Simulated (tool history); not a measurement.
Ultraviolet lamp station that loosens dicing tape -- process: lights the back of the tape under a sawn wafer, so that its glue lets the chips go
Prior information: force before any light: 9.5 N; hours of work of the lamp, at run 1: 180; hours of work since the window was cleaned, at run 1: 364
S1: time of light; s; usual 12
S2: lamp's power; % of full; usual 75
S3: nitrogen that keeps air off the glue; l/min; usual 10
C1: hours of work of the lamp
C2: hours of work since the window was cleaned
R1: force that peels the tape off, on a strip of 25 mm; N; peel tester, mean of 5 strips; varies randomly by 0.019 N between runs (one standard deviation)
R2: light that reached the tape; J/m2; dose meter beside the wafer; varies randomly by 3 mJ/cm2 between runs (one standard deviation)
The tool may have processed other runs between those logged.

run,hour,S1,S2,S3,C1,C2,R1,R2
1,0,12,75,10,180,364,0.92,4370
2,10.4,12,75,10,187,371,0.908,4370
3,17.5,12,75,10,192,376,0.92,4360
4,27.9,12,75,10,199,383,0.928,4300
5,38,12,75,10,206,390,0.889,4320
6,48.4,12,75,10,213,398,0.888,4360
7,56.1,18,75,10,219,403,0.335,6490
8,64.6,18,75,10,224,409,0.346,6540
9,73.6,18,75,10,231,415,0.337,6500
10,77.8,18,75,10,234,418,0.341,6530
11,85.6,14,62,10,239,423,0.999,4230
12,91.2,14,82,10,243,427,0.501,5530
13,100.5,14,82,10,249,434,0.525,5520
# hour 107.2: window cleaned of glue's vapour
14,108.7,14,82,10,255,1,0.5,5560
15,116.6,12,77,5,260,6,1.336,4460
16,121.7,11,96,15,264,10,0.526,5060
17,131.2,9,95,15,270,17,0.84,4130
18,136.8,12,95,3,274,20,1.174,5470

Predict each of these 3 candidate next runs independently; none follows another, all start after run 18:
A,144.5,23,95,3,279,26,?,?
B,144.5,11,94,5,279,26,?,?
C,144.5,7,64,10,279,26,?,?

run,R1,R2
A,0.257,10470
B,1.077,5000
C,2.824,2120
With no hidden state in the tool, these same runs would have given:
run,R1,R2
A,0.257,10470
B,1.076,5000
C,2.822,2120
